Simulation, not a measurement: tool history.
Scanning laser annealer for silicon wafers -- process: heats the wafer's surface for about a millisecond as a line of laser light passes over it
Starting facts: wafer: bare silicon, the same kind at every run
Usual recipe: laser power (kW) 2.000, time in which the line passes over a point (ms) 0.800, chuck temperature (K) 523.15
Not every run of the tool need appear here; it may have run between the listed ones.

run,day,laser power (kW),time in which the line passes over a point (ms),chuck temperature (K),highest temperature of the surface (K)
1,0.000,2.000,0.800,523.15,1223.15
2,2.496,2.000,0.800,520.15,1217.15
3,4.329,2.000,0.800,520.15,1215.15
4,6.067,2.000,0.800,520.15,1215.15
5,9.042,2.000,0.800,520.15,1213.15
# day 11.783: window over the wafer cleaned
6,12.250,2.000,0.800,520.15,1232.15
7,15.146,2.000,0.800,523.15,1237.15
8,18.100,2.000,0.800,527.15,1235.15
9,20.192,1.715,0.800,523.15,1130.15
10,22.179,1.715,0.800,523.15,1128.15
11,23.850,2.115,0.603,545.15,1206.15
12,26.367,1.904,0.800,523.15,1194.15
13,29.500,1.904,0.800,523.15,1192.15
14,32.300,1.904,0.800,523.15,1189.15
15,34.704,2.070,0.582,550.15,1174.15
16,37.950,2.000,0.672,529.15,1176.15

What if the next run were any one of these 3? Each begins from the tool's condition after run 16:
A,39.533,1.750,0.800,555.15,?
B,39.533,2.000,0.672,554.15,?
C,39.533,2.000,0.672,552.15,?

run,highest temperature of the surface (K)
A,1161.15
B,1195.15
C,1194.15
Stripped of hidden state, with their random variation kept, the same runs would have yielded:
run,highest temperature of the surface (K)
A,1181.15
B,1215.15
C,1214.15
